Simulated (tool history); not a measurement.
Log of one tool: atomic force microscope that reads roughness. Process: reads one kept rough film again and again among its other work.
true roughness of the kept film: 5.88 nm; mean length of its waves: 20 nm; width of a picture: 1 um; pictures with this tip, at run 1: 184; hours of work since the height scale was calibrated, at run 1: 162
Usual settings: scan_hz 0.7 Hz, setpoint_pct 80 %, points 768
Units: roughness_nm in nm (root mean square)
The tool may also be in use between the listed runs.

run,hour,scan_hz,setpoint_pct,points,pictures with this tip,hours of work since the height scale was calibrated,roughness_nm
1,0,0.7,80,768,184,162,3.685
2,8,0.7,55,768,193,167,3.785
3,13.9,0.7,55,768,200,170,3.766
4,25.4,0.7,80,351,213,176,3.556
5,35.1,1.64,80,768,224,182,3.383
6,40.2,1.64,80,768,230,184,3.375
7,48.1,1.64,80,768,238,189,3.362
8,59.8,1.64,80,768,252,195,3.315
9,67.1,0.7,80,768,260,199,3.512
# hour 73.3: new tip fitted
10,79.3,0.7,80,768,7,206,4.329
11,85.4,0.7,80,768,14,209,4.264
12,91.6,0.7,72,768,21,212,4.27
13,100.8,0.7,72,768,31,217,4.265
14,109.2,0.7,72,768,41,222,4.22
15,119.6,0.7,83,768,53,228,4.131
16,126.5,2.518,80,482,60,232,3.67
17,131.5,1.747,72,675,66,234,3.964
18,138.6,2.556,64,474,74,238,3.965
19,147.7,1.317,75,799,84,243,3.94
20,154.2,1.322,79,403,92,247,3.829
21,165.9,1.322,79,403,105,253,3.8
22,171,1.233,79,403,111,256,3.778
23,179.4,1.503,55,403,120,261,3.965
24,187.4,2.029,73,559,129,265,3.738

Run 25 comes next. What will it give?
25,197.2,0.7,60,768,140,270,?

{"run 25": {"roughness_nm": 3.962}}
Without the tool's hidden state the same run would have given roughness_nm 4.458 nm (root mean square).
